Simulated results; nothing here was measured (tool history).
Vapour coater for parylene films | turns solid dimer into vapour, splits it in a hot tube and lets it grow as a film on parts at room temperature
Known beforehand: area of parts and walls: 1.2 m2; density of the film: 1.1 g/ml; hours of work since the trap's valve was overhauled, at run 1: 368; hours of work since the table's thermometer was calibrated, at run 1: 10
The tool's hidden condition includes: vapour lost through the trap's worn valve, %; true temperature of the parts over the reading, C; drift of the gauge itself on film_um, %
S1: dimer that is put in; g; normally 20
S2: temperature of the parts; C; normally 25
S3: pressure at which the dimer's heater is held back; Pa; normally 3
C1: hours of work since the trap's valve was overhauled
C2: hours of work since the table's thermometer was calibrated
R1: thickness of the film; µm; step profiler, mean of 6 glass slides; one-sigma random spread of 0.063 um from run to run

| run | hour | S1 | S2 | S3 | C1 | C2 | R1 |
|---|---|---|---|---|---|---|---|
| 1 | 0 | 20 | 25 | 3 | 368 | 10 | 7.13 |
| 2 | 27.5 | 20 | 25 | 3 | 390 | 31 | 7.11 |
| 3 | 57.8 | 18 | 25 | 3 | 413 | 55 | 6.33 |
| 4 | 82.5 | 20 | 25 | 7.17 | 432 | 74 | 6.05 |
| 5 | 101.4 | 20 | 25 | 8.3 | 447 | 88 | 5.86 |
| 6 | 133.4 | 20 | 25 | 8.3 | 471 | 113 | 5.82 |
| 7 | 165.2 | 20 | 25 | 8.3 | 496 | 138 | 5.89 |
| 8 | 195 | 20 | 25 | 8.3 | 519 | 161 | 5.76 |
|  | 202.7 | trap's valve overhauled |
| 9 | 220 | 20 | 25 | 8.3 | 13 | 177 | 5.56 |
| 10 | 243.5 | 20 | 25 | 8.3 | 32 | 195 | 5.6 |
| 11 | 283.5 | 20 | 19 | 3 | 62 | 226 | 8.1 |
|  | 316.5 | trap's valve overhauled, once more |
| 12 | 329 | 22 | 25 | 3 | 10 | 258 | 8.01 |
| 13 | 361.7 | 22 | 25 | 3 | 35 | 283 | 8.09 |
| 14 | 384 | 14 | 36 | 3.72 | 52 | 301 | 3.48 |
| 15 | 419.9 | 14 | 36 | 3.72 | 80 | 328 | 3.43 |
| 16 | 444.3 | 29 | 34 | 2.14 | 99 | 347 | 8.53 |
| 17 | 482.6 | 29 | 34 | 2.14 | 128 | 377 | 8.36 |
| 18 | 525.6 | 29 | 34 | 2.14 | 162 | 410 | 8.47 |
| 19 | 561.3 | 29 | 34 | 2.14 | 189 | 438 | 8.35 |
| 20 | 594.4 | 11 | 20 | 2.58 | 215 | 463 | 4.76 |
| 21 | 615.9 | 15 | 25 | 2.1 | 231 | 480 | 5.69 |
| 22 | 645.3 | 25 | 25 | 3 | 254 | 503 | 8.84 |
| 23 | 677.8 | 14 | 35 | 7.15 | 279 | 528 | 3.04 |
| 24 | 720.5 | 21 | 19 | 8.02 | 312 | 561 | 7.51 |
| 25 | 742 | 11 | 19 | 2.34 | 329 | 577 | 4.89 |

3 ways to go on from here, each from the tool as it stands after run 25. What would each give?
| A | 763.1 | 34 | 27 | 2.36 | 345 | 594 | ? |
| B | 763.1 | 11 | 36 | 2.34 | 345 | 594 | ? |
| C | 763.1 | 9 | 21 | 4.4 | 345 | 594 | ? |

| run | R1 |
|---|---|
| A | 11.75 |
| B | 2.85 |
| C | 3.31 |
Had the tool no hidden state, the same runs would have come out as:
| run | R1 |
|---|---|
| A | 12.62 |
| B | 3.06 |
| C | 3.57 |

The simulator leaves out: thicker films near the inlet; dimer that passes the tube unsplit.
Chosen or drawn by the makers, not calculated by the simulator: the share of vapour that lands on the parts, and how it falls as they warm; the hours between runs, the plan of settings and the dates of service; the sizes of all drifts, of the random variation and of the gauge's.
